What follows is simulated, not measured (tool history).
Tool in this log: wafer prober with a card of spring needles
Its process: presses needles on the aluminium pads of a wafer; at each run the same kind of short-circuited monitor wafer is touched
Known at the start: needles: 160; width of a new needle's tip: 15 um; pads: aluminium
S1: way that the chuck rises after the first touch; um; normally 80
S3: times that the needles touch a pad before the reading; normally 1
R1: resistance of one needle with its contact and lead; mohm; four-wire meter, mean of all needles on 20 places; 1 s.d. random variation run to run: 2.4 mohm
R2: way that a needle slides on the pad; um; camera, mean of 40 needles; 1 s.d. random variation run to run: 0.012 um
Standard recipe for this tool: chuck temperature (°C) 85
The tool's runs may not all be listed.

Run 1, hour 0: usual settings. Result: R1 281 mohm, R2 11.16 um.
At hour 6.5: tips cleaned on abrasive film.
At hour 21.9: tips cleaned on abrasive film.
Run 2, hour 32.6: usual settings. Result: R1 276 mohm, R2 11.18 um.
At hour 35.9: tips cleaned on abrasive film.
At hour 50.4: tips cleaned on abrasive film.
At hour 65.3: tips cleaned on abrasive film.
Run 3, hour 65.3: usual settings but S3 2. Result: R1 277 mohm, R2 11.18 um.
At hour 78.1: tips cleaned on abrasive film.
At hour 93.4: tips cleaned on abrasive film.
At hour 108.3: tips cleaned on abrasive film.
At hour 108.6: height of the first contact set anew.
Run 4, hour 110.1: usual settings but S3 2. Result: R1 273 mohm, R2 11.22 um.
At hour 122.3: tips cleaned on abrasive film.
At hour 138.2: tips cleaned on abrasive film.
At hour 153.5: tips cleaned on abrasive film.
Run 5, hour 157.5: usual settings but S3 3. Result: R1 275 mohm, R2 11.21 um.
At hour 167.2: tips cleaned on abrasive film.
At hour 181.5: tips cleaned on abrasive film.
Run 6, hour 188.2: usual settings but S3 3. Result: R1 284 mohm, R2 11.22 um.
At hour 194.7: tips cleaned on abrasive film.
At hour 210.3: tips cleaned on abrasive film.
At hour 226.2: tips cleaned on abrasive film.
At hour 240.6: tips cleaned on abrasive film.
Run 7, hour 240.6: usual settings but chuck temperature (°C) 39, S3 2. Result: R1 262 mohm, R2 11.22 um.
At hour 256.2: tips cleaned on abrasive film.
Run 8, hour 263.6: usual settings but chuck temperature (°C) 90, S3 2. Result: R1 280 mohm, R2 11.25 um.
At hour 270: tips cleaned on abrasive film.
At hour 285.1: tips cleaned on abrasive film.
At hour 299.9: tips cleaned on abrasive film.
Run 9, hour 302.3: usual settings but chuck temperature (°C) 55. Result: R1 265 mohm, R2 11.27 um.
At hour 314.5: tips cleaned on abrasive film.
Run 10, hour 326.2: usual settings but S1 95 um, chuck temperature (°C) 67, S3 3. Result: R1 272 mohm, R2 13.39 um.

3 ways to go on from here, each from the tool as it stands after run 10. What would each give?
At hour 329.5: tips cleaned on abrasive film.
At hour 345.1: tips cleaned on abrasive film.
At hour 360.6: tips cleaned on abrasive film.
At hour 366.6: height of the first contact set anew.
At hour 376.1: tips cleaned on abrasive film.
Run A, hour 380.1: usual settings but S1 95 um, chuck temperature (°C) 67. Result: R1 ?, R2 ?.
At hour 329.5: tips cleaned on abrasive film.
At hour 345.1: tips cleaned on abrasive film.
At hour 360.6: tips cleaned on abrasive film.
At hour 366.6: height of the first contact set anew.
At hour 376.1: tips cleaned on abrasive film.
Run B, hour 380.1: usual settings but S1 72 um, chuck temperature (°C) 41, S3 2. Result: R1 ?, R2 ?.
At hour 329.5: tips cleaned on abrasive film.
At hour 345.1: tips cleaned on abrasive film.
At hour 360.6: tips cleaned on abrasive film.
At hour 366.6: height of the first contact set anew.
At hour 376.1: tips cleaned on abrasive film.
Run C, hour 380.1: usual settings but S3 3. Result: R1 ?, R2 ?.

run   R1     R2
  A  268   13.4
  B  266  10.11
  C  280  11.29
The same runs, with their run-to-run variation unchanged, on a tool lacking any hidden condition would have given:
run   R1     R2
  A  268  13.26
  B  265     10
  C  280  11.16
